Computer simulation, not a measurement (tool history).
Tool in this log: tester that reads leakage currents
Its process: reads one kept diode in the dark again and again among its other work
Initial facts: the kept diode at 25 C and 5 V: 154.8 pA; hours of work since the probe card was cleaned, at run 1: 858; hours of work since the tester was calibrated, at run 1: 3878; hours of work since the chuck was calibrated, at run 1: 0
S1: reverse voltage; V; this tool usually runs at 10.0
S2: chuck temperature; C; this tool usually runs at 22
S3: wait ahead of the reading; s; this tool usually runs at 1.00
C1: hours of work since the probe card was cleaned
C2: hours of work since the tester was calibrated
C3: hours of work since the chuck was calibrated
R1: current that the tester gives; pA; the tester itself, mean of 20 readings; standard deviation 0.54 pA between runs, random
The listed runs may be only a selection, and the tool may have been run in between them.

run	hour	S1	S2	S3	C1	C2	C3	R1
1	0.0	10.0	22	1.00	858	3878	0	174.21
# hour 23.3: tester calibrated
2	147.7	10.0	22	1.00	972	97	114	181.60
3	283.0	10.0	30	1.00	1077	203	219	343.20
4	381.8	10.0	30	1.00	1155	280	296	347.17
5	546.9	10.0	30	1.00	1283	409	425	349.14
6	629.6	10.0	59	1.00	1348	473	490	2788.38
7	715.1	10.0	22	1.00	1415	540	556	187.70
# hour 729.7: probe card cleaned and baked
# hour 808.2: chuck's temperature calibrated
8	811.7	10.0	22	1.00	62	611	3	187.36
9	984.8	10.0	22	1.00	197	746	138	187.69
10	1076.3	3.0	30	1.00	269	818	209	180.68

What will run 11 give?
11	1207.9	4.3	44	0.84	372	920	312	?

{"run 11": {"R1": 632.77}}
The same run, on a tool lacking any hidden state, would have yielded R1 615.27 pA.
